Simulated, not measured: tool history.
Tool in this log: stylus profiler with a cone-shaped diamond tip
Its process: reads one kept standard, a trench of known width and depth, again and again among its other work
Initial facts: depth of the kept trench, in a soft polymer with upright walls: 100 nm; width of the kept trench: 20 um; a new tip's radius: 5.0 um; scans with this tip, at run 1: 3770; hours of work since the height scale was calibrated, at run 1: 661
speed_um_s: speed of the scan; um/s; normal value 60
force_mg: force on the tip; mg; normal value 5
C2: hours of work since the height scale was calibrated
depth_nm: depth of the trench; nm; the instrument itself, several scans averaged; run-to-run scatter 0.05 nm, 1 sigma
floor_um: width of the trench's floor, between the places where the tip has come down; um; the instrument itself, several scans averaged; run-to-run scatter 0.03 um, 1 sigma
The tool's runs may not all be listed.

{"run": 1, "hour": 0.0, "speed_um_s": 60, "force_mg": 5, "scans with this tip": 3770, "C2": 661, "depth_nm": 101.37, "floor_um": 17.62}
{"run": 2, "hour": 27.2, "speed_um_s": 114, "force_mg": 5, "scans with this tip": 3840, "C2": 674, "depth_nm": 101.43, "floor_um": 17.47}
{"run": 3, "hour": 57.3, "speed_um_s": 114, "force_mg": 5, "scans with this tip": 3917, "C2": 687, "depth_nm": 101.43, "floor_um": 17.44}
{"run": 4, "hour": 96.0, "speed_um_s": 42, "force_mg": 5, "scans with this tip": 4015, "C2": 704, "depth_nm": 101.45, "floor_um": 17.75}
{"run": 5, "hour": 137.1, "speed_um_s": 42, "force_mg": 5, "scans with this tip": 4120, "C2": 723, "depth_nm": 101.51, "floor_um": 17.63}
{"run": 6, "hour": 163.6, "speed_um_s": 60, "force_mg": 3.38, "scans with this tip": 4188, "C2": 735, "depth_nm": 101.19, "floor_um": 17.58}
{"run": 7, "hour": 206.8, "speed_um_s": 60, "force_mg": 5, "scans with this tip": 4298, "C2": 754, "depth_nm": 101.46, "floor_um": 17.58}
{"run": 8, "hour": 250.4, "speed_um_s": 60, "force_mg": 5, "scans with this tip": 4409, "C2": 773, "depth_nm": 101.46, "floor_um": 17.59}
{"run": 9, "hour": 295.9, "speed_um_s": 24, "force_mg": 5, "scans with this tip": 4526, "C2": 794, "depth_nm": 101.47, "floor_um": 17.75}
{"run": 10, "hour": 331.1, "speed_um_s": 24, "force_mg": 7.24, "scans with this tip": 4615, "C2": 810, "depth_nm": 101.84, "floor_um": 17.73}
{"run": 11, "hour": 363.7, "speed_um_s": 60, "force_mg": 2.93, "scans with this tip": 4699, "C2": 824, "depth_nm": 101.13, "floor_um": 17.56}
{"run": 12, "hour": 382.8, "speed_um_s": 60, "force_mg": 6.2, "scans with this tip": 4747, "C2": 833, "depth_nm": 101.61, "floor_um": 17.59}
{"run": 13, "hour": 406.0, "speed_um_s": 173, "force_mg": 6.2, "scans with this tip": 4806, "C2": 843, "depth_nm": 101.65, "floor_um": 17.28}
{"run": 14, "hour": 449.9, "speed_um_s": 173, "force_mg": 6.2, "scans with this tip": 4919, "C2": 863, "depth_nm": 101.79, "floor_um": 17.23}
{"run": 15, "hour": 490.4, "speed_um_s": 173, "force_mg": 6.2, "scans with this tip": 5022, "C2": 881, "depth_nm": 101.63, "floor_um": 17.24}
{"run": 16, "hour": 511.1, "speed_um_s": 16, "force_mg": 4.52, "scans with this tip": 5075, "C2": 890, "depth_nm": 101.5, "floor_um": 17.73}
{"run": 17, "hour": 533.1, "speed_um_s": 198, "force_mg": 14.37, "scans with this tip": 5131, "C2": 900, "depth_nm": 102.71, "floor_um": 17.38}
{"run": 18, "hour": 569.9, "speed_um_s": 198, "force_mg": 14.37, "scans with this tip": 5225, "C2": 916, "depth_nm": 102.72, "floor_um": 17.4}
{"run": 19, "hour": 613.7, "speed_um_s": 150, "force_mg": 5, "scans with this tip": 5337, "C2": 936, "depth_nm": 101.46, "floor_um": 17.28}
{"run": 20, "hour": 655.7, "speed_um_s": 150, "force_mg": 10.73, "scans with this tip": 5444, "C2": 955, "depth_nm": 102.3, "floor_um": 17.41}
{"run": 21, "hour": 696.4, "speed_um_s": 150, "force_mg": 10.73, "scans with this tip": 5548, "C2": 973, "depth_nm": 102.3, "floor_um": 17.4}

Predict the results of run 22:
{"run": 22, "hour": 735.9, "speed_um_s": 161, "force_mg": 5, "scans with this tip": 5648, "C2": 991, "depth_nm": "?", "floor_um": "?"}

{"run 22": {"depth_nm": 101.44, "floor_um": 17.2}}
On a tool with no hidden condition, and with the same random variation, this run would have come out at depth_nm 101.13 nm, floor_um 17.44 um.

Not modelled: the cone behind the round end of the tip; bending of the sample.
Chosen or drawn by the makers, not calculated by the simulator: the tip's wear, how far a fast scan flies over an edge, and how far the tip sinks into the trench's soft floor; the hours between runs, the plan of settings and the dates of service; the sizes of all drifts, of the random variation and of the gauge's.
